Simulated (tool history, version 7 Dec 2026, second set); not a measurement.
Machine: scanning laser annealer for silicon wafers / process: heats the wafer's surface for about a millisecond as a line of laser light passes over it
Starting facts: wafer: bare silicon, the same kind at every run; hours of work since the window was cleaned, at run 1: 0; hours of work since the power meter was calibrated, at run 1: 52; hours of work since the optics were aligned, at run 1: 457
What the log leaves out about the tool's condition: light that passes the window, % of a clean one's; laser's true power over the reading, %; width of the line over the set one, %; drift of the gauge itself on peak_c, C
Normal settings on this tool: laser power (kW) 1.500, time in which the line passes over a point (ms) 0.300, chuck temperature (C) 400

run,hour,laser power (kW),time in which the line passes over a point (ms),chuck temperature (C),hours of work since the window was cleaned,hours of work since the power meter was calibrated,hours of work since the optics were aligned,highest temperature of the surface (C)
1,0.0,1.500,0.300,400,0,52,457,1103
2,39.9,1.500,0.300,400,28,80,486,1100
3,92.0,1.500,0.300,400,65,117,523,1099
4,146.0,1.500,0.349,400,104,156,561,1158
5,219.4,1.500,0.349,400,156,208,614,1153
6,289.2,1.500,0.300,400,206,257,663,1090
7,341.9,1.500,0.300,400,243,295,701,1087
8,398.8,1.500,0.300,423,284,335,741,1109
9,470.6,1.500,0.300,382,335,387,792,1068
10,531.4,1.500,0.300,382,378,430,836,1066
11,573.7,1.500,0.300,382,408,460,866,1067
12,634.5,1.500,0.300,382,452,503,909,1064
13,709.7,1.371,0.303,361,505,557,963,978
14,770.7,1.466,0.300,414,549,600,1006,1075
15,824.8,1.276,0.234,438,587,639,1044,936
16,880.0,1.276,0.234,438,626,678,1084,934
# hour 889.5: window over the wafer cleaned
17,966.6,1.500,0.266,382,55,738,1144,999
18,1029.2,1.303,0.244,364,99,783,1189,867
19,1072.8,1.303,0.244,364,130,814,1220,864
20,1115.7,1.405,0.265,400,161,844,1250,968
# hour 1130.8: window over the wafer cleaned, once more
21,1198.0,1.564,0.221,428,48,902,1307,1049
22,1240.2,1.564,0.221,428,78,932,1337,1047
23,1291.3,1.627,0.300,367,114,968,1374,1122
# hour 1346.8: optics aligned, line set to its width
24,1360.5,1.627,0.300,367,160,1014,10,1131

5 ways to go on from here, each from the tool as it stands after run 24. What would each give?
A,1440.7,1.410,0.276,373,217,1071,67,?
B,1440.7,1.627,0.315,367,217,1071,67,?
C,1440.7,1.309,0.293,390,217,1071,67,?
D,1440.7,1.500,0.300,410,217,1071,67,?
E,1440.7,1.445,0.300,400,217,1071,67,?

run,highest temperature of the surface (C)
A,999
B,1146
C,989
D,1108
E,1068
Without the tool's unlogged condition, the same runs would have read:
run,highest temperature of the surface (C)
A,1008
B,1156
C,997
D,1117
E,1077
